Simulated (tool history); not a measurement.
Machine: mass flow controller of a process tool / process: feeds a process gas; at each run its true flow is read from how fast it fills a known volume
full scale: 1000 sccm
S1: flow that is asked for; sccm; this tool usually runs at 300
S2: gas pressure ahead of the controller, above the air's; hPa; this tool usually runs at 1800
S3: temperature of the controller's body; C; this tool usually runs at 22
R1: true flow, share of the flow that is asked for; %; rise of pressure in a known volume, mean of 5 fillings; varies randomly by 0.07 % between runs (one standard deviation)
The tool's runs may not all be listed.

run	day	S1	S2	S3	R1
1	0	300	1800	22	97.65
2	2.625	300	1800	22	97.65
3	5.925	475	1800	22	98.19
4	8.846	475	1800	22	98.22
5	12.933	300	1800	22	97.56
6	17.688	300	1800	22	97.48
7	21.542	300	1800	22	97.57
8	26.825	300	1800	22	97.54
9	30.762	300	1800	22	97.51
10	34.575	300	1800	35	98.27
11	39.154	300	1800	35	98.09
12	43.629	300	1800	25	97.52
13	47.704	703	1800	30	99.18
14	50.167	197	2790	24	96.16
15	54.033	695	2790	24	97.86
16	56.333	837	2400	24	98.6
17	60.388	837	2400	24	98.59
18	64.279	446	2310	28	97.75
19	69.033	446	2310	28	97.82
20	74.158	418	2310	20	97.31
21	76.658	174	2660	22	95.76
22	79.942	174	2660	22	95.72
23	82.15	300	1800	34	97.96

What would each run have given without the hidden state, its run-to-run variation left as it was?
Hidden state at play: flow at rest that the sensor doesn't see, % of full scale; true flow over the shown one, %; drift of the gauge itself on true_pct, %.
run	R1
1	98.46
2	98.48
3	98.86
4	98.91
5	98.46
6	98.41
7	98.52
8	98.53
9	98.52
10	99.31
11	99.16
12	98.62
13	99.91
14	97.66
15	98.62
16	99.31
17	99.31
18	98.73
19	98.82
20	98.37
21	97.66
22	97.65
23	99.3
